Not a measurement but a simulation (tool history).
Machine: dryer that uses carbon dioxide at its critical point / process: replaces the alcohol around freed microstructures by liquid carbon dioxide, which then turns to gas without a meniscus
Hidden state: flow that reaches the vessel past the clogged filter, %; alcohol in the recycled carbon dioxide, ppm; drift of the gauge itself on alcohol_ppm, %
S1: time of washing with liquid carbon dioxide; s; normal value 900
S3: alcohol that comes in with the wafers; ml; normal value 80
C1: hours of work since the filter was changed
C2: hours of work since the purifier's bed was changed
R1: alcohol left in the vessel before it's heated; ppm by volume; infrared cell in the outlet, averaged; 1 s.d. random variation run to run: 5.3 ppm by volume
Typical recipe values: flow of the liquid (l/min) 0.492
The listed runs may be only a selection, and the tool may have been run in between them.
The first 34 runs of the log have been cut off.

run 35 day=37.233 | S1=600 flow_of_the_liquid_(l/min)=0.354 S3=39 | C1=102 C2=112 | R1=2084
run 36 day=38.275 | S1=900 flow_of_the_liquid_(l/min)=0.827 S3=40 | C1=121 C2=131 | R1=32
run 37 day=38.958 | S1=900 flow_of_the_liquid_(l/min)=0.447 S3=39 | C1=134 C2=144 | R1=172
run 38 day=40.096 | S1=900 flow_of_the_liquid_(l/min)=0.506 S3=21 | C1=155 C2=165 | R1=80
run 39 day=41.333 | S1=660 flow_of_the_liquid_(l/min)=0.7 S3=67 | C1=178 C2=188 | R1=153
run 40 day=42.425 | S1=660 flow_of_the_liquid_(l/min)=0.7 S3=47 | C1=199 C2=209 | R1=121
run 41 day=43.621 | S1=660 flow_of_the_liquid_(l/min)=0.7 S3=47 | C1=221 C2=231 | R1=132
run 42 day=44.929 | S1=660 flow_of_the_liquid_(l/min)=0.7 S3=47 | C1=246 C2=255 | R1=131
run 43 day=45.558 | S1=840 flow_of_the_liquid_(l/min)=0.347 S3=80 | C1=257 C2=267 | R1=1753
run 44 day=46.833 | S1=840 flow_of_the_liquid_(l/min)=0.347 S3=80 | C1=281 C2=291 | R1=1879
run 45 day=47.796 | S1=900 flow_of_the_liquid_(l/min)=0.711 S3=99 | C1=299 C2=309 | R1=84
run 46 day=49.158 | S1=900 flow_of_the_liquid_(l/min)=0.695 S3=88 | C1=324 C2=334 | R1=106

Forecast each of these 4 alternatives for the next run:
run A day=49.742 | S1=1200 flow_of_the_liquid_(l/min)=0.303 S3=53 | C1=335 C2=345 | R1=?
run B day=49.742 | S1=960 flow_of_the_liquid_(l/min)=0.542 S3=25 | C1=335 C2=345 | R1=?
run C day=49.742 | S1=1080 flow_of_the_liquid_(l/min)=0.642 S3=80 | C1=335 C2=345 | R1=?
run D day=49.742 | S1=660 flow_of_the_liquid_(l/min)=0.459 S3=21 | C1=335 C2=345 | R1=?

run=A R1=604
run=B R1=106
run=C R1=92
run=D R1=471
With no hidden state in the tool, these same runs would have given:
run=A R1=304
run=B R1=16
run=C R1=11
run=D R1=246

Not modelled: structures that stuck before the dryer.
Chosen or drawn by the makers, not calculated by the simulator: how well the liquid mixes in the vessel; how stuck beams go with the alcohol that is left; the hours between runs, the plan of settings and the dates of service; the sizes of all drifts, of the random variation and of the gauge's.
